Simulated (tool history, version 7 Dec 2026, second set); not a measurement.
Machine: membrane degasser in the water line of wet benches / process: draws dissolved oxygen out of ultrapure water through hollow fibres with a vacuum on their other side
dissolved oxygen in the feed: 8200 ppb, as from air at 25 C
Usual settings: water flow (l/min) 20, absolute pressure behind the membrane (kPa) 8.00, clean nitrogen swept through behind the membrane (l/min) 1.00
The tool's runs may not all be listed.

run	hour	water flow (l/min)	absolute pressure behind the membrane (kPa)	clean nitrogen swept through behind the membrane (l/min)	dissolved oxygen in the water behind the degasser (ppb)	pressure that the water loses in the fibres (kPa)
1	0.0	20	8.00	1.00	398.7	43.62
2	43.1	20	8.00	1.00	403.7	43.33
3	79.3	20	8.00	1.00	398.8	43.54
4	129.6	20	8.00	1.00	401.5	43.54
5	179.9	20	8.00	1.00	404.0	43.22
6	216.3	20	8.00	1.00	404.2	43.45
7	274.2	20	8.00	1.00	405.2	43.44
8	321.9	20	8.00	1.00	406.3	43.48
9	373.6	20	8.00	1.00	394.1	43.45
10	418.9	20	8.00	1.00	399.5	43.76
11	467.6	20	8.00	1.00	399.5	43.48
12	502.0	20	8.00	1.00	401.2	43.62
13	556.1	20	8.00	1.00	401.1	43.68
14	590.6	20	8.00	0.59	502.6	43.42
15	622.8	20	8.00	0.59	515.9	43.42
16	667.3	20	8.00	0.59	521.1	43.53
17	718.3	20	8.00	0.59	516.8	43.58
18	761.4	16	10.56	0.81	431.3	34.89
19	813.1	28	8.00	1.18	597.6	61.05
20	838.7	29	9.02	1.18	666.1	62.84
21	879.7	29	9.02	1.18	669.7	62.91
22	928.3	31	19.14	0.83	1425.2	67.25
23	980.2	20	11.09	1.00	525.1	43.61
24	1031.1	16	7.26	0.87	290.4	34.79
25	1082.1	13	12.38	0.97	352.0	28.50
26	1106.5	29	14.47	0.60	1273.0	63.21
27	1132.7	29	14.47	1.51	806.5	62.78
28	1183.7	29	14.47	1.51	814.6	62.79
29	1231.8	29	14.47	1.51	813.3	62.83
30	1265.5	20	9.21	0.52	640.5	43.43
31	1295.0	20	9.21	0.52	620.1	43.46
32	1332.2	20	9.21	0.52	637.6	43.00
33	1365.9	24	7.63	1.62	415.6	51.88

Taken out of this log: 1 entry between the listed runs. Where each belongs, and how the hidden state differs across it:
Between runs 21 and 22: seals of the vacuum lines changed (hour 891.8)
  air that leaks in behind the membrane, l/min: 0.0023 -> 0.002

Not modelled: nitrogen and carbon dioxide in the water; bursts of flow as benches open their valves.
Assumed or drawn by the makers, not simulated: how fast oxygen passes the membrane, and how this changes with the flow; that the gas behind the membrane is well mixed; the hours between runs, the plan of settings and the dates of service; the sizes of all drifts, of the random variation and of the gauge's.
